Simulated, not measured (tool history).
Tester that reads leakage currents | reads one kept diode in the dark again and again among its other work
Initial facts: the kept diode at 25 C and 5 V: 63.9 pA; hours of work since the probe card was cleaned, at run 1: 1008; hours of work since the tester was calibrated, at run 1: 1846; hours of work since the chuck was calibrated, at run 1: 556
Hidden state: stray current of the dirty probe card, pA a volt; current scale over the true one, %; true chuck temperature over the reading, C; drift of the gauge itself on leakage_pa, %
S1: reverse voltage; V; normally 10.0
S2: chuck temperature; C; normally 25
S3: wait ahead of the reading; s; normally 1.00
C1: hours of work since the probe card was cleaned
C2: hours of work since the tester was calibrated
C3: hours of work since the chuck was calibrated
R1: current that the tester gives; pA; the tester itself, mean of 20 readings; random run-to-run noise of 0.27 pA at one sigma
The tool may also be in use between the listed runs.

| run | hour | S1 | S2 | S3 | C1 | C2 | C3 | R1 |
|---|---|---|---|---|---|---|---|---|
| 1 | 0.0 | 10.0 | 25 | 1.00 | 1008 | 1846 | 556 | 89.57 |
| 2 | 63.4 | 10.0 | 25 | 1.00 | 1050 | 1888 | 598 | 88.96 |
| 3 | 146.4 | 10.0 | 25 | 1.00 | 1105 | 1943 | 654 | 89.56 |
| 4 | 229.7 | 10.0 | 25 | 0.31 | 1161 | 1999 | 710 | 94.29 |
| 5 | 324.3 | 10.0 | 25 | 0.31 | 1224 | 2062 | 773 | 94.05 |
|  | 333.1 | chuck's temperature calibrated |
| 6 | 426.5 | 10.0 | 25 | 1.00 | 1291 | 2129 | 62 | 89.91 |
| 7 | 532.4 | 10.0 | 25 | 1.00 | 1362 | 2200 | 133 | 88.95 |
| 8 | 589.6 | 10.0 | 25 | 1.00 | 1400 | 2238 | 171 | 89.26 |
| 9 | 688.6 | 10.0 | 25 | 1.00 | 1466 | 2304 | 238 | 89.46 |
| 10 | 734.6 | 10.0 | 25 | 1.00 | 1497 | 2335 | 268 | 88.73 |
| 11 | 789.5 | 10.0 | 25 | 1.00 | 1534 | 2372 | 305 | 89.30 |
| 12 | 896.1 | 6.3 | 25 | 1.00 | 1605 | 2443 | 376 | 72.18 |
| 13 | 971.1 | 12.0 | 25 | 1.00 | 1655 | 2493 | 426 | 97.57 |
| 14 | 1028.6 | 12.0 | 25 | 1.00 | 1693 | 2531 | 465 | 96.52 |
| 15 | 1116.8 | 12.0 | 25 | 1.00 | 1752 | 2590 | 523 | 97.07 |
| 16 | 1205.0 | 9.1 | 25 | 1.00 | 1811 | 2649 | 582 | 85.50 |
| 17 | 1248.1 | 9.1 | 25 | 1.00 | 1840 | 2678 | 611 | 85.61 |
| 18 | 1316.3 | 9.1 | 25 | 1.00 | 1885 | 2724 | 657 | 85.08 |
| 19 | 1417.1 | 9.1 | 25 | 1.00 | 1953 | 2791 | 724 | 85.29 |
|  | 1499.3 | chuck's temperature calibrated |
| 20 | 1508.9 | 9.1 | 25 | 1.00 | 2013 | 2851 | 6 | 85.40 |
| 21 | 1597.2 | 4.0 | 46 | 2.16 | 2072 | 2910 | 65 | 304.20 |
| 22 | 1696.5 | 4.0 | 46 | 2.16 | 2138 | 2976 | 132 | 303.48 |
| 23 | 1788.7 | 4.0 | 46 | 2.16 | 2200 | 3038 | 193 | 302.72 |
| 24 | 1893.5 | 4.0 | 46 | 2.16 | 2270 | 3108 | 263 | 301.42 |
| 25 | 1963.9 | 4.5 | 33 | 0.50 | 2317 | 3155 | 310 | 119.37 |
| 26 | 2022.3 | 10.4 | 33 | 3.46 | 2356 | 3194 | 349 | 171.34 |
| 27 | 2072.4 | 10.4 | 33 | 3.46 | 2389 | 3227 | 383 | 171.28 |
| 28 | 2171.8 | 10.4 | 33 | 3.46 | 2456 | 3294 | 449 | 170.64 |
| 29 | 2263.4 | 10.0 | 29 | 0.35 | 2517 | 3355 | 510 | 127.10 |
| 30 | 2353.5 | 3.0 | 38 | 0.73 | 2577 | 3415 | 571 | 147.17 |
| 31 | 2459.3 | 3.6 | 56 | 0.73 | 2648 | 3486 | 641 | 589.55 |
| 32 | 2552.4 | 14.1 | 21 | 6.30 | 2710 | 3548 | 703 | 72.94 |
| 33 | 2608.3 | 2.4 | 21 | 1.19 | 2747 | 3585 | 741 | 33.35 |
|  | 2668.4 | chuck's temperature calibrated |
| 34 | 2693.3 | 2.4 | 26 | 1.19 | 2803 | 3641 | 17 | 50.76 |
| 35 | 2755.9 | 1.3 | 23 | 1.19 | 2844 | 3682 | 58 | 29.96 |
| 36 | 2801.0 | 17.6 | 26 | 0.94 | 2874 | 3713 | 89 | 125.50 |

What will run 37 give?
| 37 | 2845.9 | 17.6 | 26 | 0.94 | 2904 | 3743 | 119 | ? |

Logged for run 37: R1 125.89 pA.
Were there no unlogged condition in the tool, this run, its random variation unchanged, would have produced R1 125.67 pA.

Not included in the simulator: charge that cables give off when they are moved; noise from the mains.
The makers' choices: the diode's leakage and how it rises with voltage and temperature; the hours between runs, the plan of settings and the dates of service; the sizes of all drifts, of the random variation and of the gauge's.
